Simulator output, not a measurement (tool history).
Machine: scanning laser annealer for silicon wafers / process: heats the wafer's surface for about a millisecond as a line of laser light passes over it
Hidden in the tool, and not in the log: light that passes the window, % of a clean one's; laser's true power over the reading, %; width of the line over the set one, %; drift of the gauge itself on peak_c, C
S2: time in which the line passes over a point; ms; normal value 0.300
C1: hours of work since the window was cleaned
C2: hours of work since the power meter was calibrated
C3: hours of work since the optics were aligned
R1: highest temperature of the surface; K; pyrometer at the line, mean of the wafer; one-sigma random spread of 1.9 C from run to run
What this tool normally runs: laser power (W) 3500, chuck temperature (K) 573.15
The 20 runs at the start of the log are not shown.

run 21 hour=247.1 | laser_power_(W)=3500 S2=0.300 chuck_temperature_(K)=573.15 | C1=726 C2=449 C3=179 | R1=1356.15
run 22 hour=256.6 | laser_power_(W)=3369 S2=0.312 chuck_temperature_(K)=599.15 | C1=732 C2=455 C3=184 | R1=1367.15
run 23 hour=268.2 | laser_power_(W)=3271 S2=0.312 chuck_temperature_(K)=585.15 | C1=740 C2=462 C3=192 | R1=1328.15
run 24 hour=278.3 | laser_power_(W)=3394 S2=0.254 chuck_temperature_(K)=585.15 | C1=746 C2=469 C3=198 | R1=1273.15
run 25 hour=288.0 | laser_power_(W)=3500 S2=0.375 chuck_temperature_(K)=535.15 | C1=752 C2=475 C3=204 | R1=1423.15
-- hour=303.1 window over the wafer cleaned
run 26 hour=304.2 | laser_power_(W)=3569 S2=0.238 chuck_temperature_(K)=563.15 | C1=1 C2=484 C3=213 | R1=1314.15
run 27 hour=316.4 | laser_power_(W)=3569 S2=0.238 chuck_temperature_(K)=563.15 | C1=8 C2=491 C3=220 | R1=1315.15
run 28 hour=332.2 | laser_power_(W)=3500 S2=0.245 chuck_temperature_(K)=584.15 | C1=18 C2=501 C3=230 | R1=1328.15
run 29 hour=345.4 | laser_power_(W)=3500 S2=0.313 chuck_temperature_(K)=584.15 | C1=26 C2=509 C3=238 | R1=1437.15
run 30 hour=356.4 | laser_power_(W)=3500 S2=0.313 chuck_temperature_(K)=584.15 | C1=33 C2=516 C3=245 | R1=1437.15
run 31 hour=368.4 | laser_power_(W)=3500 S2=0.238 chuck_temperature_(K)=573.15 | C1=41 C2=523 C3=253 | R1=1305.15
run 32 hour=381.7 | laser_power_(W)=3192 S2=0.241 chuck_temperature_(K)=579.15 | C1=49 C2=532 C3=261 | R1=1242.15
run 33 hour=392.4 | laser_power_(W)=3015 S2=0.241 chuck_temperature_(K)=548.15 | C1=56 C2=538 C3=268 | R1=1170.15
run 34 hour=405.9 | laser_power_(W)=3015 S2=0.241 chuck_temperature_(K)=548.15 | C1=64 C2=547 C3=276 | R1=1168.15
run 35 hour=416.7 | laser_power_(W)=3686 S2=0.241 chuck_temperature_(K)=534.15 | C1=71 C2=554 C3=283 | R1=1309.15
run 36 hour=434.1 | laser_power_(W)=3686 S2=0.241 chuck_temperature_(K)=534.15 | C1=81 C2=564 C3=294 | R1=1309.15
run 37 hour=445.8 | laser_power_(W)=3317 S2=0.229 chuck_temperature_(K)=534.15 | C1=89 C2=572 C3=301 | R1=1200.15
run 38 hour=458.0 | laser_power_(W)=3009 S2=0.238 chuck_temperature_(K)=575.15 | C1=96 C2=579 C3=308 | R1=1188.15
run 39 hour=471.1 | laser_power_(W)=3009 S2=0.348 chuck_temperature_(K)=583.15 | C1=104 C2=587 C3=317 | R1=1343.15
run 40 hour=485.6 | laser_power_(W)=3724 S2=0.256 chuck_temperature_(K)=583.15 | C1=114 C2=596 C3=326 | R1=1391.15
run 41 hour=498.3 | laser_power_(W)=3724 S2=0.256 chuck_temperature_(K)=583.15 | C1=121 C2=604 C3=334 | R1=1392.15
run 42 hour=508.0 | laser_power_(W)=3334 S2=0.256 chuck_temperature_(K)=547.15 | C1=127 C2=610 C3=340 | R1=1259.15

Here are 3 independent what-if runs from the current tool condition. What would each one return?
run A hour=522.6 | laser_power_(W)=3500 S2=0.300 chuck_temperature_(K)=558.15 | C1=136 C2=619 C3=349 | R1=?
run B hour=522.6 | laser_power_(W)=3130 S2=0.221 chuck_temperature_(K)=546.15 | C1=136 C2=619 C3=349 | R1=?
run C hour=522.6 | laser_power_(W)=3779 S2=0.324 chuck_temperature_(K)=547.15 | C1=136 C2=619 C3=349 | R1=?

run=A R1=1381.15
run=B R1=1160.15
run=C R1=1487.15
The same runs, with their run-to-run variation unchanged, on a tool lacking any hidden condition would have given:
run=A R1=1400.15
run=B R1=1174.15
run=C R1=1508.15
